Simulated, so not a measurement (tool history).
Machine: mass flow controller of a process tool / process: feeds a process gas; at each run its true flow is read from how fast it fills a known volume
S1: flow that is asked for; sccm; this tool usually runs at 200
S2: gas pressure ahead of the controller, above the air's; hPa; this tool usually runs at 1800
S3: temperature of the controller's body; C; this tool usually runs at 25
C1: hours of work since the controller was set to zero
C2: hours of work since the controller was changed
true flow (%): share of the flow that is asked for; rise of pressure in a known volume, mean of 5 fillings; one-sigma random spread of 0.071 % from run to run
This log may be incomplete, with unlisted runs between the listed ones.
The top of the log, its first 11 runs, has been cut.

run 12 day=64.346 | S1=281 S2=1800 S3=25 | C1=1407 C2=1407 | true_flow_(%)=100.77
run 13 day=70.304 | S1=281 S2=1800 S3=25 | C1=1487 C2=1487 | true_flow_(%)=101.02
run 14 day=77.650 | S1=281 S2=1800 S3=25 | C1=1585 C2=1585 | true_flow_(%)=101.00
run 15 day=83.908 | S1=281 S2=1800 S3=25 | C1=1669 C2=1669 | true_flow_(%)=101.18
run 16 day=88.238 | S1=200 S2=1800 S3=25 | C1=1727 C2=1727 | true_flow_(%)=101.22
run 17 day=95.000 | S1=81 S2=2720 S3=24 | C1=1817 C2=1817 | true_flow_(%)=100.45
run 18 day=100.662 | S1=81 S2=2720 S3=24 | C1=1893 C2=1893 | true_flow_(%)=100.55
run 19 day=105.200 | S1=208 S2=2290 S3=22 | C1=1954 C2=1954 | true_flow_(%)=100.94
run 20 day=110.562 | S1=244 S2=1450 S3=22 | C1=2026 C2=2026 | true_flow_(%)=101.53
-- day=113.425 gauge calibrated
run 21 day=119.025 | S1=382 S2=1860 S3=32 | C1=2139 C2=2139 | true_flow_(%)=100.59
run 22 day=124.829 | S1=200 S2=2230 S3=39 | C1=2216 C2=2216 | true_flow_(%)=100.93
run 23 day=128.767 | S1=82 S2=2250 S3=24 | C1=2269 C2=2269 | true_flow_(%)=99.35
run 24 day=134.883 | S1=82 S2=2250 S3=24 | C1=2351 C2=2351 | true_flow_(%)=99.48
run 25 day=143.033 | S1=82 S2=2250 S3=24 | C1=2460 C2=2460 | true_flow_(%)=99.55
run 26 day=149.829 | S1=230 S2=1410 S3=29 | C1=2551 C2=2551 | true_flow_(%)=100.94
run 27 day=153.462 | S1=125 S2=1450 S3=22 | C1=2600 C2=2600 | true_flow_(%)=100.11
run 28 day=157.767 | S1=125 S2=1450 S3=22 | C1=2657 C2=2657 | true_flow_(%)=100.27
run 29 day=164.833 | S1=200 S2=1800 S3=28 | C1=2752 C2=2752 | true_flow_(%)=100.89
run 30 day=170.779 | S1=431 S2=2450 S3=28 | C1=2831 C2=2831 | true_flow_(%)=100.87
run 31 day=177.604 | S1=300 S2=1800 S3=25 | C1=2922 C2=2922 | true_flow_(%)=101.00

Here are 3 independent what-if runs from the current tool condition. What would each one return?
run A day=181.796 | S1=115 S2=2500 S3=39 | C1=2979 C2=2979 | true_flow_(%)=?
run B day=181.796 | S1=300 S2=1800 S3=23 | C1=2979 C2=2979 | true_flow_(%)=?
run C day=181.796 | S1=102 S2=1450 S3=36 | C1=2979 C2=2979 | true_flow_(%)=?

run=A true_flow_(%)=101.62
run=B true_flow_(%)=100.78
run=C true_flow_(%)=101.75
Had the tool no hidden state, the same runs would have come out as:
run=A true_flow_(%)=100.36
run=B true_flow_(%)=99.54
run=C true_flow_(%)=100.49

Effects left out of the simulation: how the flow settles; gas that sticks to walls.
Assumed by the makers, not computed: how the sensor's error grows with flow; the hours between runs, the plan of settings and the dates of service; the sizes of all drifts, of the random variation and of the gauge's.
